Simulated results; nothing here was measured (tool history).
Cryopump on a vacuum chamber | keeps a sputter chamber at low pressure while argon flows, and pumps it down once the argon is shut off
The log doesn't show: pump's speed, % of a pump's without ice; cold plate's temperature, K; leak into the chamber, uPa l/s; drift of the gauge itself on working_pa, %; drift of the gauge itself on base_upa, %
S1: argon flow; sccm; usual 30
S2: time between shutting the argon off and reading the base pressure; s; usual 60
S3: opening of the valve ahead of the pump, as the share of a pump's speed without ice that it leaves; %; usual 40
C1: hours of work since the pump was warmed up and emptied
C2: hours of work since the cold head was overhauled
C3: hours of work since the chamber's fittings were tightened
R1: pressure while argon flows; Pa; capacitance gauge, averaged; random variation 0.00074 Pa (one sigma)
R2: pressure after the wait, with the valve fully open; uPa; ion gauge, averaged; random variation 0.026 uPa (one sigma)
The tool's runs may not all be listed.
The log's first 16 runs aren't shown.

run 17 hour=258.1 | S1=30 S2=60 S3=40 | C1=387 C2=387 C3=648 | R1=0.1445 R2=1.86
run 18 hour=279.1 | S1=30 S2=60 S3=40 | C1=403 C2=403 C3=664 | R1=0.1428 R2=1.90
run 19 hour=300.4 | S1=16 S2=60 S3=48 | C1=420 C2=420 C3=681 | R1=0.0648 R2=1.92
run 20 hour=319.4 | S1=19 S2=272 S3=16 | C1=435 C2=435 C3=696 | R1=0.2215 R2=1.35
run 21 hour=335.7 | S1=30 S2=39 S3=51 | C1=447 C2=447 C3=708 | R1=0.1155 R2=2.36
run 22 hour=350.5 | S1=15 S2=60 S3=40 | C1=459 C2=459 C3=720 | R1=0.0730 R2=1.95
run 23 hour=361.9 | S1=17 S2=60 S3=40 | C1=468 C2=468 C3=729 | R1=0.0813 R2=2.00
run 24 hour=383.0 | S1=25 S2=20 S3=44 | C1=484 C2=484 C3=745 | R1=0.1097 R2=3.50
run 25 hour=401.5 | S1=47 S2=41 S3=44 | C1=498 C2=498 C3=759 | R1=0.2068 R2=2.33
run 26 hour=414.0 | S1=30 S2=132 S3=35 | C1=508 C2=508 C3=769 | R1=0.1655 R2=1.63
run 27 hour=424.4 | S1=44 S2=55 S3=47 | C1=516 C2=516 C3=777 | R1=0.1846 R2=2.12
run 28 hour=438.9 | S1=32 S2=50 S3=17 | C1=527 C2=527 C3=789 | R1=0.3536 R2=2.18
run 29 hour=449.2 | S1=30 S2=44 S3=49 | C1=535 C2=535 C3=796 | R1=0.1208 R2=2.37
run 30 hour=469.9 | S1=30 S2=35 S3=31 | C1=552 C2=552 C3=813 | R1=0.1858 R2=2.55
run 31 hour=490.0 | S1=30 S2=35 S3=31 | C1=567 C2=567 C3=828 | R1=0.1862 R2=2.64
run 32 hour=501.1 | S1=30 S2=35 S3=31 | C1=576 C2=576 C3=837 | R1=0.1870 R2=2.65
run 33 hour=513.9 | S1=15 S2=69 S3=30 | C1=586 C2=586 C3=847 | R1=0.0969 R2=2.03
run 34 hour=532.2 | S1=36 S2=60 S3=28 | C1=600 C2=600 C3=861 | R1=0.2459 R2=2.13
run 35 hour=553.4 | S1=18 S2=48 S3=40 | C1=616 C2=616 C3=877 | R1=0.0885 R2=2.33

Forecast each of these 3 alternatives for the next run:
run A hour=573.9 | S1=36 S2=48 S3=16 | C1=632 C2=632 C3=893 | R1=? R2=?
run B hour=573.9 | S1=37 S2=60 S3=40 | C1=632 C2=632 C3=893 | R1=? R2=?
run C hour=573.9 | S1=17 S2=257 S3=32 | C1=632 C2=632 C3=893 | R1=? R2=?

run=A R1=0.4270 R2=2.41
run=B R1=0.1817 R2=2.24
run=C R1=0.1037 R2=1.60
Without the tool's hidden state the same runs would have given:
run=A R1=0.4153 R2=1.28
run=B R1=0.1697 R2=1.09
run=C R1=0.0982 R2=0.48
